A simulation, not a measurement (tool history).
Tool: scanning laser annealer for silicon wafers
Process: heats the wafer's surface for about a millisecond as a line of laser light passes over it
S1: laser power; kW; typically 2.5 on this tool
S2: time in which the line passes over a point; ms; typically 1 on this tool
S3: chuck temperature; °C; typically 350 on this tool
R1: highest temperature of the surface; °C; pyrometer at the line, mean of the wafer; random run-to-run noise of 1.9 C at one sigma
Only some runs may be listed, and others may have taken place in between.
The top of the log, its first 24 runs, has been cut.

run    hour     S1    S2   S3    R1
 25   651.7  2.365  1.12  342  1169
 26     667  2.365  1.12  342  1171
 27   702.8    2.5     1  331  1181
      716.7  -- optics aligned, line set to its width
 28     734  2.348  1.18  365  1206
 29   762.5  2.348  1.18  365  1209
 30   794.1  2.391     1  314  1117
 31   828.1    2.5     1  366  1212
 32   855.8   2.16  0.87  340   999
 33   888.7  2.743  0.92  383  1304
 34   904.3  2.149  1.14  311  1050
 35   930.5  2.149  1.14  311  1046
 36   958.2  2.149  1.14  311  1049
 37   987.2  2.348     1  348  1129
 38  1009.5  2.167  0.99  352  1051
 39    1039  2.204  1.16  339  1106
 40  1065.4  2.287     1  350  1103

Each row is a separate what-if for the run after 40, all from the same tool condition, not one after another. Results?
  A  1100.2  2.579   0.9  386   ?
  B  1100.2  2.287  0.82  350   ?
  C  1100.2    2.5  0.79  350   ?
  D  1100.2   2.39     1  342   ?

run    R1
  A  1225
  B  1042
  C  1112
  D  1142
The same runs, with their run-to-run variation unchanged, on a tool lacking any hidden condition would have given:
run    R1
  A  1225
  B  1042
  C  1113
  D  1143
